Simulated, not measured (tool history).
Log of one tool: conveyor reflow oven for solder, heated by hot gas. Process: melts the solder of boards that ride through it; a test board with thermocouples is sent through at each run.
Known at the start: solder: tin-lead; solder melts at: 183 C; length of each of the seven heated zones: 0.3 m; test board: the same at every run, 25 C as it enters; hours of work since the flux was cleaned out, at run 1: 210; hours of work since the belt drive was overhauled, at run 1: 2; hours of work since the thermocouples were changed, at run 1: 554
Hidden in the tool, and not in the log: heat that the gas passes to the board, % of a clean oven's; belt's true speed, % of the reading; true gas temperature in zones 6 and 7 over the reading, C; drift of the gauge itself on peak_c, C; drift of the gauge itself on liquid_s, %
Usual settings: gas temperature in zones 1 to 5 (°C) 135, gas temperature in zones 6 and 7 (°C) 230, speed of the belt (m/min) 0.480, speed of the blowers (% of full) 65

run   hour  gas temperature in zones 1 to 5 (°C)  gas temperature in zones 6 and 7 (°C)  speed of the belt (m/min)  speed of the blowers (% of full)  hours of work since the flux was cleaned out  hours of work since the belt drive was overhauled  hours of work since the thermocouples were changed  highest temperature of the board (°C)  time above the solder's melting point (s)
  1    0.0                                   135                                    230                      0.480                                65                                           210                                                  2                                                 554                                  207.7                                       43.6
  2   15.7                                   135                                    230                      0.480                                65                                           220                                                 11                                                 564                                  207.4                                       44.2
  3   43.6                                   135                                    230                      0.480                                65                                           237                                                 28                                                 581                                  207.5                                       44.2
  4   67.1                                   135                                    230                      0.480                                65                                           251                                                 42                                                 595                                  206.7                                       43.9
  5   87.8                                   135                                    230                      0.480                                65                                           263                                                 55                                                 607                                  206.9                                       44.7
  6  108.6                                   140                                    230                      0.480                                65                                           276                                                 67                                                 620                                  208.5                                       46.6
  7  121.0                                   140                                    230                      0.442                                65                                           283                                                 75                                                 627                                  211.6                                       55.2
  8  134.4                                   140                                    230                      0.442                                65                                           291                                                 83                                                 635                                  211.0                                       54.9
  9  161.9                                   140                                    230                      0.442                                65                                           308                                                 99                                                 652                                  211.1                                       55.3
 10  187.6                                   130                                    230                      0.442                                65                                           323                                                115                                                 667                                  209.1                                       48.0
 11  200.6                                   141                                    230                      0.480                                65                                           331                                                123                                                 675                                  207.8                                       47.1
 12  224.9                                   124                                    230                      0.480                                65                                           346                                                137                                                 690                                  203.5                                       36.8
 13  243.0                                   124                                    230                      0.480                                65                                           357                                                148                                                 701                                  203.2                                       36.6
 14  257.8                                   135                                    230                      0.480                                54                                           366                                                157                                                 710                                  201.2                                       36.9
 15  275.4                                   135                                    230                      0.420                                65                                           376                                                168                                                 720                                  211.3                                       56.3
 16  298.1                                   135                                    230                      0.420                                65                                           390                                                181                                                 734                                  212.0                                       56.5
 17  321.7                                   144                                    232                      0.480                                82                                           404                                                196                                                 748                                  214.4                                       56.3
 18  347.8                                   148                                    227                      0.579                                62                                           420                                                211                                                 764                                  198.8                                       28.8
 19  374.1                                   141                                    237                      0.480                                79                                           436                                                227                                                 780                                  218.0                                       57.0
 20  388.8                                   141                                    237                      0.480                                79                                           445                                                236                                                 789                                  216.7                                       56.7
     419.1  -- flux residue cleaned out of gas plates and filters
 21  419.1                                   134                                    230                      0.495                                55                                             0                                                251                                                 804                                  204.3                                       38.7
 22  439.6                                   134                                    230                      0.485                                74                                            12                                                264                                                 816                                  213.3                                       50.2
 23  465.9                                   135                                    230                      0.485                                65                                            28                                                279                                                 832                                  209.9                                       46.2
 24  491.0                                   121                                    218                      0.495                                85                                            43                                                295                                                 847                                  203.1                                       36.4
 25  515.7                                   121                                    218                      0.495                                85                                            58                                                310                                                 862                                  201.8                                       35.9
 26  541.2                                   135                                    225                      0.449                                65                                            74                                                325                                                 878                                  208.9                                       49.2
 27  554.9                                   137                                    225                      0.449                                65                                            82                                                333                                                 886                                  208.4                                       50.6
 28  572.4                                   137                                    225                      0.449                                65                                            92                                                344                                                 896                                  208.4                                       50.0
 29  588.7                                   137                                    225                      0.449                                65                                           102                                                354                                                 906                                  209.2                                       51.5
 30  614.2                                   123                                    236                      0.449                                81                                           118                                                369                                                 922                                  219.5                                       57.7
 31  632.7                                   141                                    230                      0.487                                65                                           129                                                380                                                 933                                  209.6                                       49.7

Hidden state at the last listed run before each entry between runs and at the first one after, where it differs:
Between runs 20 and 21: flux residue cleaned out of gas plates and filters (hour 419.1)
  heat that the gas passes to the board, % of a clean oven's: 86 -> 99.5; belt's true speed, % of the reading: 99.65 -> 99.62; true gas temperature in zones 6 and 7 over the reading, C: 2.78 -> 2.83
  measured less the result without the state, highest temperature of the board (°C): -2.0 -> +2.2; time above the solder's melting point (s): -2.1 -> +2.9
